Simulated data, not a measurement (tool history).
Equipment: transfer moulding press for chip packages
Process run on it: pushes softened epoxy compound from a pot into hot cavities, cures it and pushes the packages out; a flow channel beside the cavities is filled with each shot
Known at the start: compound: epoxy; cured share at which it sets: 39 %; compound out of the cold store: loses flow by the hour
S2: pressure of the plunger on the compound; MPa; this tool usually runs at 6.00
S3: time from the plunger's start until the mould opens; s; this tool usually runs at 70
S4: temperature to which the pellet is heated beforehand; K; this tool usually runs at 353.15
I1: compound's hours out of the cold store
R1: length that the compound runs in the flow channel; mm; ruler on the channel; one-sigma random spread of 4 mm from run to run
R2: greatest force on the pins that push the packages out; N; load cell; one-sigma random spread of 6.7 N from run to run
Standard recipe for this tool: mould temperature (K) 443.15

{"run": 1, "hour": 0.0, "mould temperature (K)": 443.15, "S2": 6.0, "S3": 70, "S4": 353.15, "I1": 41.0, "R1": 764, "R2": 386}
{"run": 2, "hour": 16.6, "mould temperature (K)": 443.15, "S2": 6.0, "S3": 70, "S4": 353.15, "I1": 43.4, "R1": 754, "R2": 431}
{"hour": 33.4, "done": "cavities cleaned with cleaning compound and waxed"}
{"run": 3, "hour": 34.2, "mould temperature (K)": 443.15, "S2": 6.0, "S3": 70, "S4": 353.15, "I1": 17.6, "R1": 826, "R2": 625}
{"run": 4, "hour": 49.1, "mould temperature (K)": 441.15, "S2": 6.0, "S3": 70, "S4": 353.15, "I1": 11.7, "R1": 845, "R2": 660}
{"run": 5, "hour": 71.9, "mould temperature (K)": 441.15, "S2": 6.0, "S3": 70, "S4": 356.15, "I1": 19.4, "R1": 825, "R2": 645}
{"run": 6, "hour": 82.9, "mould temperature (K)": 441.15, "S2": 6.0, "S3": 70, "S4": 356.15, "I1": 17.3, "R1": 827, "R2": 654}
{"hour": 92.3, "done": "cavities cleaned with cleaning compound and waxed, once more"}
{"run": 7, "hour": 103.5, "mould temperature (K)": 441.15, "S2": 6.0, "S3": 70, "S4": 356.15, "I1": 20.3, "R1": 820, "R2": 366}
{"run": 8, "hour": 113.3, "mould temperature (K)": 443.15, "S2": 6.0, "S3": 70, "S4": 353.15, "I1": 43.0, "R1": 738, "R2": 374}
{"run": 9, "hour": 129.2, "mould temperature (K)": 443.15, "S2": 6.0, "S3": 70, "S4": 353.15, "I1": 45.7, "R1": 737, "R2": 422}
{"run": 10, "hour": 146.9, "mould temperature (K)": 443.15, "S2": 6.0, "S3": 70, "S4": 353.15, "I1": 43.7, "R1": 733, "R2": 448}
{"hour": 154.0, "done": "cavities cleaned with cleaning compound and waxed"}
{"run": 11, "hour": 165.0, "mould temperature (K)": 443.15, "S2": 6.0, "S3": 70, "S4": 353.15, "I1": 45.6, "R1": 728, "R2": 342}
{"run": 12, "hour": 183.9, "mould temperature (K)": 443.15, "S2": 6.0, "S3": 70, "S4": 353.15, "I1": 22.1, "R1": 795, "R2": 383}
{"run": 13, "hour": 196.5, "mould temperature (K)": 443.15, "S2": 6.0, "S3": 70, "S4": 353.15, "I1": 22.0, "R1": 782, "R2": 452}
{"hour": 214.6, "done": "cavities cleaned with cleaning compound and waxed"}
{"run": 14, "hour": 216.0, "mould temperature (K)": 435.15, "S2": 6.85, "S3": 70, "S4": 345.15, "I1": 41.0, "R1": 823, "R2": 468}
{"run": 15, "hour": 237.1, "mould temperature (K)": 435.15, "S2": 6.85, "S3": 51, "S4": 353.15, "I1": 36.7, "R1": 835, "R2": 1185}
{"run": 16, "hour": 252.1, "mould temperature (K)": 435.15, "S2": 6.85, "S3": 51, "S4": 353.15, "I1": 32.0, "R1": 846, "R2": 1357}
{"hour": 268.0, "done": "plunger's sealing rings changed"}
{"run": 17, "hour": 268.2, "mould temperature (K)": 435.15, "S2": 6.85, "S3": 51, "S4": 353.15, "I1": 32.2, "R1": 912, "R2": 1468}
{"hour": 277.3, "done": "cavities cleaned with cleaning compound and waxed"}
{"run": 18, "hour": 291.1, "mould temperature (K)": 437.15, "S2": 5.12, "S3": 55, "S4": 349.15, "I1": 11.6, "R1": 823, "R2": 965}
{"run": 19, "hour": 308.5, "mould temperature (K)": 448.15, "S2": 4.61, "S3": 101, "S4": 344.15, "I1": 40.4, "R1": 663, "R2": 342}
{"run": 20, "hour": 321.5, "mould temperature (K)": 445.15, "S2": 6.95, "S3": 70, "S4": 356.15, "I1": 44.8, "R1": 813, "R2": 418}
{"hour": 338.0, "done": "cavities cleaned with cleaning compound and waxed"}
{"run": 21, "hour": 340.4, "mould temperature (K)": 443.15, "S2": 6.0, "S3": 87, "S4": 353.15, "I1": 38.6, "R1": 786, "R2": 240}
{"run": 22, "hour": 352.2, "mould temperature (K)": 442.15, "S2": 4.64, "S3": 63, "S4": 346.15, "I1": 8.7, "R1": 768, "R2": 445}
{"run": 23, "hour": 371.3, "mould temperature (K)": 442.15, "S2": 4.64, "S3": 63, "S4": 346.15, "I1": 9.4, "R1": 755, "R2": 509}
{"run": 24, "hour": 389.6, "mould temperature (K)": 442.15, "S2": 7.25, "S3": 63, "S4": 346.15, "I1": 33.8, "R1": 883, "R2": 563}

Run 25 comes next. What will it give?
{"hour": 399.0, "done": "cavities cleaned with cleaning compound and waxed"}
{"run": 25, "hour": 405.2, "mould temperature (K)": 442.15, "S2": 7.25, "S3": 63, "S4": 346.15, "I1": 34.7, "R1": "?", "R2": "?"}

{"run 25": {"R1": 870, "R2": 378}}
With no hidden state in the tool, this same run would have given R1 896 mm, R2 351 N.
